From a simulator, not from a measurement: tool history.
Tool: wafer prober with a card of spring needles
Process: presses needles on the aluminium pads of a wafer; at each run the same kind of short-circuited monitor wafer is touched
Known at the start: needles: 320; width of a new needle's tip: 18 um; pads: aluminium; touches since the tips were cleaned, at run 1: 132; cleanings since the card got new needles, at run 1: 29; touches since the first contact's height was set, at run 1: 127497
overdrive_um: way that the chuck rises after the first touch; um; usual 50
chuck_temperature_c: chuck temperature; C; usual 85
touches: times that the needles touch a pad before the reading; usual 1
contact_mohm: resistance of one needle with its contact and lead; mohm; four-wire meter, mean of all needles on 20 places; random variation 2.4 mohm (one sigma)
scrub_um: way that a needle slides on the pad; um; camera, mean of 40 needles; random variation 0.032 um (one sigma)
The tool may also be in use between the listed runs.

| run | hour | overdrive_um | chuck_temperature_c | touches | touches since the tips were cleaned | cleanings since the card got new needles | touches since the first contact's height was set | contact_mohm | scrub_um |
|---|---|---|---|---|---|---|---|---|---|
| 1 | 0 | 50 | 85 | 1 | 132 | 29 | 127497 | 284 | 9.09 |
| 2 | 5.1 | 53 | 85 | 1 | 2012 | 29 | 129377 | 337 | 9.66 |
|  | 9.6 | tips cleaned on abrasive film |
| 3 | 11.8 | 55 | 85 | 1 | 852 | 30 | 131863 | 385 | 9.98 |
|  | 19.6 | tips cleaned on abrasive film |
| 4 | 20.9 | 50 | 85 | 2 | 485 | 31 | 135204 | 298 | 9.07 |
| 5 | 25.8 | 50 | 85 | 2 | 2300 | 31 | 137019 | 324 | 9.06 |
|  | 29.6 | tips cleaned on abrasive film |
| 6 | 33.4 | 69 | 85 | 1 | 1406 | 32 | 139789 | 301 | 12.55 |
|  | 39.6 | tips cleaned on abrasive film |
| 7 | 40.3 | 69 | 85 | 1 | 267 | 33 | 142322 | 279 | 12.66 |
| 8 | 48 | 69 | 85 | 1 | 3115 | 33 | 145170 | 321 | 12.63 |
|  | 48.8 | tips cleaned on abrasive film, once more |
| 9 | 54.3 | 69 | 85 | 1 | 2009 | 34 | 147472 | 314 | 12.6 |
|  | 58.8 | tips cleaned on abrasive film |
| 10 | 59.7 | 69 | 85 | 1 | 331 | 35 | 149441 | 278 | 12.61 |
| 11 | 66.3 | 69 | 85 | 1 | 2806 | 35 | 151916 | 319 | 12.58 |
|  | 68.9 | tips cleaned on abrasive film |
| 12 | 70.5 | 69 | 85 | 1 | 570 | 36 | 153417 | 285 | 12.59 |
| 13 | 76.1 | 67 | 85 | 1 | 2651 | 36 | 155498 | 319 | 12.21 |
|  | 79 | tips cleaned on abrasive film |
| 14 | 83.5 | 67 | 85 | 1 | 1660 | 37 | 158229 | 307 | 12.09 |
| 15 | 88.4 | 50 | 85 | 1 | 3465 | 37 | 160034 | 381 | 8.97 |
|  | 89.4 | tips cleaned on abrasive film |
| 16 | 97.6 | 50 | 85 | 1 | 3055 | 38 | 163444 | 379 | 8.99 |
|  | 99.4 | tips cleaned on abrasive film |
| 17 | 106.6 | 41 | 85 | 1 | 2679 | 39 | 166723 | 409 | 7.22 |
|  | 109.6 | tips cleaned on abrasive film |
| 18 | 113.1 | 50 | 55 | 1 | 1311 | 40 | 169117 | 340 | 8.97 |
|  | 119.7 | tips cleaned on abrasive film |
| 19 | 122 | 41 | 85 | 1 | 859 | 41 | 172387 | 342 | 7.2 |
| 20 | 128.4 | 57 | 35 | 1 | 3242 | 41 | 174770 | 350 | 10.27 |
|  | 130 | tips cleaned on abrasive film |
|  | 132.2 | height of the first contact set anew |
| 21 | 135.6 | 41 | 92 | 1 | 1981 | 42 | 1254 | 381 | 7.75 |
|  | 140.3 | tips cleaned on abrasive film |
| 22 | 143.4 | 41 | 31 | 1 | 1176 | 43 | 4133 | 339 | 7.72 |
|  | 150.4 | tips cleaned on abrasive film |
| 23 | 151.2 | 41 | 32 | 1 | 304 | 44 | 6993 | 289 | 7.71 |
| 24 | 155.7 | 41 | 32 | 1 | 1962 | 44 | 8651 | 381 | 7.61 |
|  | 160.7 | tips cleaned on abrasive film |
| 25 | 163.3 | 41 | 32 | 1 | 957 | 45 | 11424 | 338 | 7.69 |
| 26 | 167.6 | 50 | 60 | 2 | 2556 | 45 | 13023 | 323 | 9.43 |
|  | 171.2 | tips cleaned on abrasive film |
| 27 | 176.7 | 36 | 117 | 2 | 2012 | 46 | 16359 | 366 | 6.73 |
|  | 181.3 | tips cleaned on abrasive film |
| 28 | 183.9 | 31 | 40 | 2 | 947 | 47 | 18998 | 341 | 5.77 |
| 29 | 190.7 | 40 | 124 | 3 | 3506 | 47 | 21557 | 342 | 7.47 |
|  | 191.4 | tips cleaned on abrasive film |
| 30 | 198.2 | 56 | 52 | 2 | 2527 | 48 | 24304 | 302 | 10.54 |
|  | 201.5 | tips cleaned on abrasive film |
| 31 | 206.1 | 33 | 49 | 2 | 1714 | 49 | 27206 | 366 | 6.12 |
|  | 212 | tips cleaned on abrasive film |
| 32 | 215.1 | 50 | 56 | 3 | 1153 | 50 | 30504 | 285 | 9.32 |
|  | 222.3 | tips cleaned on abrasive film |
| 33 | 222.5 | 43 | 47 | 1 | 64 | 51 | 33215 | 282 | 8 |
| 34 | 231.4 | 64 | 85 | 1 | 3356 | 51 | 36507 | 331 | 11.99 |

Hidden state at the last listed run before each entry between runs and at the first one after, where it differs:
Between runs 2 and 3: tips cleaned on abrasive film (hour 9.6)
  debris on the tips, nm: 54.6 -> 100.3; way that the needles fall short of the set height, um: 1.56 -> 1.88; tips' diameter, um: 18.54 -> 18.86
  measured less the result without the state, contact_mohm: +64 -> +114 mohm; scrub_um: -0.3 -> -0.35 um
Between runs 3 and 4: tips cleaned on abrasive film (hour 19.6)
  debris on the tips, nm: 100.3 -> 27.6; way that the needles fall short of the set height, um: 1.88 -> 1.92; tips' diameter, um: 18.86 -> 18.87
  measured less the result without the state, contact_mohm: +114 -> +24 mohm; scrub_um: -0.35 -> -0.37 um
Between runs 5 and 6: tips cleaned on abrasive film (hour 29.6)
  debris on the tips, nm: 64.2 -> 44; way that the needles fall short of the set height, um: 1.92 -> 1.96; tips' diameter, um: 18.87 -> 18.89
  measured less the result without the state, contact_mohm: +52 -> +34 mohm; scrub_um: -0.36 -> -0.37 um
Between runs 6 and 7: tips cleaned on abrasive film (hour 39.6)
  debris on the tips, nm: 44 -> 14.9; way that the needles fall short of the set height, um: 1.96 -> 2.03; tips' diameter, um: 18.89 -> 18.91
  measured less the result without the state, contact_mohm: +34 -> +12 mohm; scrub_um: -0.37 -> -0.38 um
Between runs 8 and 9: tips cleaned on abrasive film, once more (hour 48.8)
  debris on the tips, nm: 71.3 -> 54.8; way that the needles fall short of the set height, um: 2.03 -> 2.1; tips' diameter, um: 18.91 -> 18.93
  measured less the result without the state, contact_mohm: +54 -> +42 mohm; scrub_um: -0.38 -> -0.39 um
Between runs 9 and 10: tips cleaned on abrasive film (hour 58.8)
  debris on the tips, nm: 54.8 -> 15.8; way that the needles fall short of the set height, um: 2.1 -> 2.15; tips' diameter, um: 18.93 -> 18.95
  measured less the result without the state, contact_mohm: +42 -> +13 mohm; scrub_um: -0.39 -> -0.41 um
Between runs 11 and 12: tips cleaned on abrasive film (hour 68.9)
  debris on the tips, nm: 67.6 -> 23.3; way that the needles fall short of the set height, um: 2.15 -> 2.21; tips' diameter, um: 18.95 -> 18.97
  measured less the result without the state, contact_mohm: +52 -> +18 mohm; scrub_um: -0.41 -> -0.42 um
Between runs 13 and 14: tips cleaned on abrasive film (hour 79)
  debris on the tips, nm: 68.1 -> 47.7; way that the needles fall short of the set height, um: 2.21 -> 2.28; tips' diameter, um: 18.97 -> 19
  measured less the result without the state, contact_mohm: +55 -> +39 mohm; scrub_um: -0.41 -> -0.43 um
Between runs 15 and 16: tips cleaned on abrasive film (hour 89.4)
  debris on the tips, nm: 78.3 -> 72.3; way that the needles fall short of the set height, um: 2.28 -> 2.32; tips' diameter, um: 19 -> 19.01
  measured less the result without the state, contact_mohm: +109 -> +102 mohm; scrub_um: -0.43 -> -0.44 um
Between runs 16 and 17: tips cleaned on abrasive film (hour 99.4)
  debris on the tips, nm: 72.3 -> 67.4; way that the needles fall short of the set height, um: 2.32 -> 2.38; tips' diameter, um: 19.01 -> 19.03
  measured less the result without the state, contact_mohm: +102 -> +137 mohm; scrub_um: -0.44 -> -0.45 um
Between runs 17 and 18: tips cleaned on abrasive film (hour 109.6)
  debris on the tips, nm: 67.4 -> 46.4; way that the needles fall short of the set height, um: 2.38 -> 2.45; tips' diameter, um: 19.03 -> 19.06
  measured less the result without the state, contact_mohm: +137 -> +71 mohm; scrub_um: -0.45 -> -0.46 um
Between runs 18 and 19: tips cleaned on abrasive film (hour 119.7)
  debris on the tips, nm: 46.4 -> 31.2; way that the needles fall short of the set height, um: 2.45 -> 2.48; tips' diameter, um: 19.06 -> 19.07
  measured less the result without the state, contact_mohm: +71 -> +66 mohm; scrub_um: -0.46 -> -0.47 um
Between runs 20 and 21: tips cleaned on abrasive film (hour 130); height of the first contact set anew (hour 132.2)
  debris on the tips, nm: 76.2 -> 55.7; way that the needles fall short of the set height, um: 2.48 -> 0; tips' diameter, um: 19.07 -> 19.09
  measured less the result without the state, contact_mohm: +92 -> +102 mohm; scrub_um: -0.47 -> +0 um
Between runs 21 and 22: tips cleaned on abrasive film (hour 140.3)
  debris on the tips, nm: 55.7 -> 40.3; way that the needles fall short of the set height, um: 0 -> 0.05; tips' diameter, um: 19.09 -> 19.11
  measured less the result without the state, contact_mohm: +102 -> +81 mohm; scrub_um: +0 -> -0.01 um
Between runs 22 and 23: tips cleaned on abrasive film (hour 150.4)
  debris on the tips, nm: 40.3 -> 13.8; way that the needles fall short of the set height, um: 0.05 -> 0.1; tips' diameter, um: 19.11 -> 19.13
  measured less the result without the state, contact_mohm: +81 -> +29 mohm; scrub_um: -0.01 -> -0.02 um
Between runs 24 and 25: tips cleaned on abrasive film (hour 160.7)
  debris on the tips, nm: 56.6 -> 38; way that the needles fall short of the set height, um: 0.1 -> 0.16; tips' diameter, um: 19.13 -> 19.15
  measured less the result without the state, contact_mohm: +116 -> +77 mohm; scrub_um: -0.02 -> -0.03 um
Between runs 26 and 27: tips cleaned on abrasive film (hour 171.2)
  debris on the tips, nm: 68.6 -> 56; way that the needles fall short of the set height, um: 0.16 -> 0.22; tips' diameter, um: 19.15 -> 19.17
  measured less the result without the state, contact_mohm: +57 -> +77 mohm; scrub_um: -0.03 -> -0.04 um
Between runs 27 and 28: tips cleaned on abrasive film (hour 181.3)
  debris on the tips, nm: 56 -> 35.3; way that the needles fall short of the set height, um: 0.22 -> 0.28; tips' diameter, um: 19.17 -> 19.19
  measured less the result without the state, contact_mohm: +77 -> +73 mohm; scrub_um: -0.04 -> -0.05 um
Between runs 29 and 30: tips cleaned on abrasive film (hour 191.4)
  debris on the tips, nm: 79.9 -> 64.4; way that the needles fall short of the set height, um: 0.28 -> 0.34; tips' diameter, um: 19.19 -> 19.21
  measured less the result without the state, contact_mohm: +54 -> +44 mohm; scrub_um: -0.05 -> -0.06 um
Between runs 30 and 31: tips cleaned on abrasive film (hour 201.5)
  debris on the tips, nm: 64.4 -> 50.2; way that the needles fall short of the set height, um: 0.34 -> 0.39; tips' diameter, um: 19.21 -> 19.23
  measured less the result without the state, contact_mohm: +44 -> +92 mohm; scrub_um: -0.06 -> -0.08 um
Between runs 31 and 32: tips cleaned on abrasive film (hour 212)
  debris on the tips, nm: 50.2 -> 40.3; way that the needles fall short of the set height, um: 0.39 -> 0.44; tips' diameter, um: 19.23 -> 19.25
  measured less the result without the state, contact_mohm: +92 -> +21 mohm; scrub_um: -0.08 -> -0.08 um
Between runs 32 and 33: tips cleaned on abrasive film (hour 222.3)
  debris on the tips, nm: 40.3 -> 10.4; way that the needles fall short of the set height, um: 0.44 -> 0.51; tips' diameter, um: 19.25 -> 19.27
  measured less the result without the state, contact_mohm: +21 -> +21 mohm; scrub_um: -0.08 -> -0.09 um

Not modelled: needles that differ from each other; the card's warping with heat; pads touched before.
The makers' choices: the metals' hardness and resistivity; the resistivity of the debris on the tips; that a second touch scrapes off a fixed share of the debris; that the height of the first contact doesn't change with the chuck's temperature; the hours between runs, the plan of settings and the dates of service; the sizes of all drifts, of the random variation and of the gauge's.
